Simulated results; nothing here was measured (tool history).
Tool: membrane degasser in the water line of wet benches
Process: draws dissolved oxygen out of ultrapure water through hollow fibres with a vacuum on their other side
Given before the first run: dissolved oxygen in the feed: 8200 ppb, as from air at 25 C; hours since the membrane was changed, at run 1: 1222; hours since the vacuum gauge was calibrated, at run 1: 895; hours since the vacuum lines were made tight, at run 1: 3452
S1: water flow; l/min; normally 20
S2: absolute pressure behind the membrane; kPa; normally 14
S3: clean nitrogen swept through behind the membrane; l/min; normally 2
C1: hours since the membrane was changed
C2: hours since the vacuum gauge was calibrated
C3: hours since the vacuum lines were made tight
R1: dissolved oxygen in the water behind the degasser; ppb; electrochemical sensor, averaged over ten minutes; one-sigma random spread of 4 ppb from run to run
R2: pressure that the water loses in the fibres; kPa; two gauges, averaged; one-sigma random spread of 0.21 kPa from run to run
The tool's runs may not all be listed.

run,hour,S1,S2,S3,C1,C2,C3,R1,R2
1,0,20,14,2,1222,895,3452,395.8,47.2
2,206,20,14,2,1428,1101,3658,398.5,47.37
3,431.9,21,14,2,1654,1327,3884,438.9,50
4,645,21,14,2,1867,1540,4097,425.4,49.12
5,872.8,21,14,2,2095,1768,4325,430.1,49.51
6,1066.8,20,14,1.32,2289,1962,4519,512,46.91
7,1369.6,20,14,2,2592,2265,4822,395.3,47.08
8,1574,20,14,2,2796,2469,5026,392.5,47.12
9,1853.9,12,14,2,3076,2749,5306,174.2,28.28
10,2156.9,12,14,2,3379,3052,5609,174.6,28.19
11,2455.2,12,14,2,3678,3351,5907,174.1,28.48
12,2768,12,14,2,3990,3663,6220,171.8,28.32
13,3000.3,12,14,2,4223,3896,6452,173.1,28.29
14,3185.3,12,14,2,4408,4081,6637,173.4,28.55
# hour 3304.9: seals of the vacuum lines changed
15,3441.3,27,14,2,4662,4335,136,663.3,64.27
16,3593.7,20,14,2,4814,4487,289,397.9,47.56
17,3754.1,20,14,4.85,4975,4648,449,261.5,47.44
18,3937.8,30,20,4.85,5158,4831,633,694.9,71.27
19,4227.3,20,13.6,4.1,5448,5121,922,272.5,47.57
20,4529.2,20,13.6,4.1,5750,5423,1224,277.4,47.74
21,4838,20,13.6,4.1,6058,5731,1533,277.4,47.89
22,4991.1,20,11.6,1.13,6211,5884,1686,469.9,47.84
23,5136.1,17,20.7,1.39,6357,6030,1831,557.2,40.69
24,5378,16,15.8,4.76,6598,6271,2073,176.6,38.19
25,5537.1,20,26.6,2,6758,6430,2232,654.2,47.96
26,5780.6,15,26.1,4.49,7001,6674,2476,239,36
27,6048.2,16,28.6,1.49,7269,6942,2743,663.6,38.22
28,6248.5,17,18.8,2,7469,7142,2944,390.1,40.62
29,6443.9,15,14,1.17,7664,7337,3139,361.6,35.88
30,6704.9,15,14,1.17,7925,7598,3400,361,35.95
# hour 6871.2: gauge calibrated
31,6871.2,12,14,5.48,8092,7765,3566,79.3,28.58

Predict each of these 4 candidate next runs independently; none follows another, all start after run 31:
A,7012.7,12,14,2.6,8233,7906,3708,?,?
B,7012.7,17,14,1.06,8233,7906,3708,?,?
C,7012.7,12,34.3,5.08,8233,7906,3708,?,?
D,7012.7,12,14,2,8233,7906,3708,?,?

run,R1,R2
A,141.6,28.32
B,459.2,40
C,203,28.06
D,175.6,28.01
Take away the tool's hidden state, keep each run's random variation, and the runs would have read:
run,R1,R2
A,141.4,28.28
B,458.7,39.95
C,202.8,28.03
D,175.3,27.98

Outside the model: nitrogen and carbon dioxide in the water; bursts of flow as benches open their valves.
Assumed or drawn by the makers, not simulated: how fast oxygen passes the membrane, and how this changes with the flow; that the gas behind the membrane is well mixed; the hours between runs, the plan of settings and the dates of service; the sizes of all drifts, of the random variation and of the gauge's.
